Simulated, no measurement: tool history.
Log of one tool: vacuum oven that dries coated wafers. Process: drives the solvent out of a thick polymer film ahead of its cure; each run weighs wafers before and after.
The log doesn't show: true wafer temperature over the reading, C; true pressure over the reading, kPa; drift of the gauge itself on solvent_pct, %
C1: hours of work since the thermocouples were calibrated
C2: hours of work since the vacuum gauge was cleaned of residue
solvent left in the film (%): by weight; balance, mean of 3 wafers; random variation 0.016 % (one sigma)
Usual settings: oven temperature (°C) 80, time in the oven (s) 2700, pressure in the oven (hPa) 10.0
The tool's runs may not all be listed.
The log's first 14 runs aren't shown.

{"run": 15, "hour": 780.2, "oven temperature (°C)": 80, "time in the oven (s)": 2040, "pressure in the oven (hPa)": 10.0, "C1": 611, "C2": 882, "solvent left in the film (%)": 1.79}
{"run": 16, "hour": 842.9, "oven temperature (°C)": 80, "time in the oven (s)": 2700, "pressure in the oven (hPa)": 10.0, "C1": 660, "C2": 931, "solvent left in the film (%)": 1.22}
{"hour": 883.1, "done": "oven's thermocouples calibrated"}
{"run": 17, "hour": 883.1, "oven temperature (°C)": 80, "time in the oven (s)": 2280, "pressure in the oven (hPa)": 10.0, "C1": 0, "C2": 961, "solvent left in the film (%)": 1.49}
{"run": 18, "hour": 916.4, "oven temperature (°C)": 80, "time in the oven (s)": 2280, "pressure in the oven (hPa)": 10.0, "C1": 26, "C2": 987, "solvent left in the film (%)": 1.53}
{"run": 19, "hour": 969.8, "oven temperature (°C)": 80, "time in the oven (s)": 3000, "pressure in the oven (hPa)": 7.6, "C1": 67, "C2": 1028, "solvent left in the film (%)": 0.91}
{"run": 20, "hour": 1005.8, "oven temperature (°C)": 80, "time in the oven (s)": 2700, "pressure in the oven (hPa)": 11.3, "C1": 95, "C2": 1056, "solvent left in the film (%)": 1.24}
{"run": 21, "hour": 1073.2, "oven temperature (°C)": 84, "time in the oven (s)": 1620, "pressure in the oven (hPa)": 30.7, "C1": 148, "C2": 1108, "solvent left in the film (%)": 2.6}
{"run": 22, "hour": 1118.8, "oven temperature (°C)": 84, "time in the oven (s)": 1620, "pressure in the oven (hPa)": 30.7, "C1": 183, "C2": 1144, "solvent left in the film (%)": 2.65}
{"hour": 1160.4, "done": "vacuum gauge cleaned of residue and calibrated"}
{"run": 23, "hour": 1160.4, "oven temperature (°C)": 84, "time in the oven (s)": 1620, "pressure in the oven (hPa)": 30.7, "C1": 214, "C2": 0, "solvent left in the film (%)": 2.53}
{"run": 24, "hour": 1228.8, "oven temperature (°C)": 66, "time in the oven (s)": 1380, "pressure in the oven (hPa)": 33.2, "C1": 267, "C2": 53, "solvent left in the film (%)": 6.82}
{"run": 25, "hour": 1276.2, "oven temperature (°C)": 81, "time in the oven (s)": 2040, "pressure in the oven (hPa)": 10.6, "C1": 304, "C2": 90, "solvent left in the film (%)": 1.6}
{"run": 26, "hour": 1321.4, "oven temperature (°C)": 81, "time in the oven (s)": 3780, "pressure in the oven (hPa)": 10.6, "C1": 339, "C2": 125, "solvent left in the film (%)": 0.62}
{"run": 27, "hour": 1394.0, "oven temperature (°C)": 67, "time in the oven (s)": 2700, "pressure in the oven (hPa)": 28.2, "C1": 395, "C2": 181, "solvent left in the film (%)": 4.02}
{"run": 28, "hour": 1450.7, "oven temperature (°C)": 67, "time in the oven (s)": 2700, "pressure in the oven (hPa)": 28.2, "C1": 439, "C2": 225, "solvent left in the film (%)": 4.05}
{"run": 29, "hour": 1497.1, "oven temperature (°C)": 67, "time in the oven (s)": 2700, "pressure in the oven (hPa)": 28.2, "C1": 475, "C2": 261, "solvent left in the film (%)": 4.12}
{"run": 30, "hour": 1536.3, "oven temperature (°C)": 74, "time in the oven (s)": 2880, "pressure in the oven (hPa)": 36.1, "C1": 506, "C2": 292, "solvent left in the film (%)": 2.95}
{"run": 31, "hour": 1573.1, "oven temperature (°C)": 78, "time in the oven (s)": 2820, "pressure in the oven (hPa)": 6.2, "C1": 534, "C2": 320, "solvent left in the film (%)": 1.09}
{"run": 32, "hour": 1617.5, "oven temperature (°C)": 88, "time in the oven (s)": 3180, "pressure in the oven (hPa)": 33.2, "C1": 569, "C2": 355, "solvent left in the film (%)": 1.21}
{"run": 33, "hour": 1663.2, "oven temperature (°C)": 83, "time in the oven (s)": 3180, "pressure in the oven (hPa)": 8.3, "C1": 604, "C2": 390, "solvent left in the film (%)": 0.62}
{"run": 34, "hour": 1714.2, "oven temperature (°C)": 80, "time in the oven (s)": 4380, "pressure in the oven (hPa)": 8.7, "C1": 644, "C2": 430, "solvent left in the film (%)": 0.58}
{"run": 35, "hour": 1745.4, "oven temperature (°C)": 76, "time in the oven (s)": 3060, "pressure in the oven (hPa)": 22.1, "C1": 668, "C2": 454, "solvent left in the film (%)": 1.95}

3 ways to go on from here, each from the tool as it stands after run 35. What would each give?
{"hour": 1777.8, "done": "oven's thermocouples calibrated"}
{"run": "A", "hour": 1810.4, "oven temperature (°C)": 80, "time in the oven (s)": 1620, "pressure in the oven (hPa)": 10.0, "C1": 25, "C2": 503, "solvent left in the film (%)": "?"}
{"hour": 1777.8, "done": "oven's thermocouples calibrated"}
{"run": "B", "hour": 1810.4, "oven temperature (°C)": 80, "time in the oven (s)": 2700, "pressure in the oven (hPa)": 10.0, "C1": 25, "C2": 503, "solvent left in the film (%)": "?"}
{"hour": 1777.8, "done": "oven's thermocouples calibrated"}
{"run": "C", "hour": 1810.4, "oven temperature (°C)": 70, "time in the oven (s)": 3600, "pressure in the oven (hPa)": 21.5, "C1": 25, "C2": 503, "solvent left in the film (%)": "?"}

run=A solvent_left_in_the_film_(%)=2.43
run=B solvent_left_in_the_film_(%)=1.08
run=C solvent_left_in_the_film_(%)=2.25
Without the tool's hidden state the same runs would have given:
run=A solvent_left_in_the_film_(%)=2.29
run=B solvent_left_in_the_film_(%)=0.96
run=C solvent_left_in_the_film_(%)=2.07

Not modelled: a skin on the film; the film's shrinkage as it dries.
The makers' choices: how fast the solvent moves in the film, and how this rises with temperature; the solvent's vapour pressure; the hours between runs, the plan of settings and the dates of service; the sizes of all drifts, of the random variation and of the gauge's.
